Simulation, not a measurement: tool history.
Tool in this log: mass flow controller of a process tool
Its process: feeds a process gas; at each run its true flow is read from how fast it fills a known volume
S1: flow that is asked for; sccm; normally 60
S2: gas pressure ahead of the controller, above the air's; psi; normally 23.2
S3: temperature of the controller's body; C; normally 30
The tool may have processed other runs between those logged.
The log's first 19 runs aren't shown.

Run 20, hour 7571.0: usual settings but S3 24 C. Result: true flow (%) 100.91.
Run 21, hour 8062.6: usual settings but S2 29.0 psi, S3 36 C. Result: true flow (%) 100.34.
Run 22, hour 8613.1: usual settings but S2 23.4 psi, S3 36 C. Result: true flow (%) 100.71.
Run 23, hour 9027.8: usual settings but S1 41 sccm, S2 25.2 psi. Result: true flow (%) 101.38.
Run 24, hour 9491.7: usual settings but S1 117 sccm, S2 25.2 psi, S3 28 C. Result: true flow (%) 101.44.
Run 25, hour 9867.3: usual settings but S1 58 sccm, S2 32.9 psi, S3 27 C. Result: true flow (%) 100.96.
Run 26, hour 10112.9: usual settings but S1 64 sccm, S2 33.1 psi, S3 22 C. Result: true flow (%) 101.20.
Run 27, hour 10458.8: usual settings but S1 162 sccm, S2 20.3 psi, S3 23 C. Result: true flow (%) 102.49.
Run 28, hour 10873.9: usual settings but S1 162 sccm, S2 20.3 psi, S3 23 C. Result: true flow (%) 102.54.
Run 29, hour 11130.8: usual settings but S1 143 sccm, S2 20.3 psi, S3 23 C. Result: true flow (%) 102.34.
Run 30, hour 11371.4: usual settings but S1 43 sccm, S3 27 C. Result: true flow (%) 101.93.
Run 31, hour 11776.2: usual settings but S1 191 sccm, S2 34.2 psi, S3 36 C. Result: true flow (%) 102.03.
Run 32, hour 12284.3: usual settings but S1 191 sccm, S2 34.2 psi, S3 27 C. Result: true flow (%) 102.51.
Run 33, hour 12836.5: usual settings but S1 54 sccm, S2 39.6 psi, S3 21 C. Result: true flow (%) 101.66.
Run 34, hour 13131.9: usual settings but S1 77 sccm, S2 27.0 psi, S3 21 C. Result: true flow (%) 102.02.
Run 35, hour 13523.6: usual settings but S1 98 sccm, S2 21.8 psi, S3 21 C. Result: true flow (%) 102.39.
Run 36, hour 14066.6: usual settings but S1 98 sccm, S2 21.8 psi, S3 21 C. Result: true flow (%) 102.42.
Run 37, hour 14624.3: usual settings but S1 40 sccm, S2 21.8 psi, S3 31 C. Result: true flow (%) 102.68.

Branching from run 37: 4 alternative next runs. What would each branch give?
Run A, hour 15143.7: usual settings but S1 111 sccm, S2 28.3 psi, S3 23 C. Result: true flow (%) ?.
Run B, hour 15143.7: usual settings but S2 38.1 psi, S3 26 C. Result: true flow (%) ?.
Run C, hour 15143.7: usual settings but S1 70 sccm, S2 21.0 psi, S3 39 C. Result: true flow (%) ?.
Run D, hour 15143.7: usual settings but S1 64 sccm, S2 23.9 psi, S3 37 C. Result: true flow (%) ?.

run  true flow (%)
  A         102.47
  B         101.88
  C         101.83
  D         101.83
Stripped of hidden state, with their random variation kept, the same runs would have yielded:
run  true flow (%)
  A          98.80
  B          97.48
  C          97.66
  D          97.53
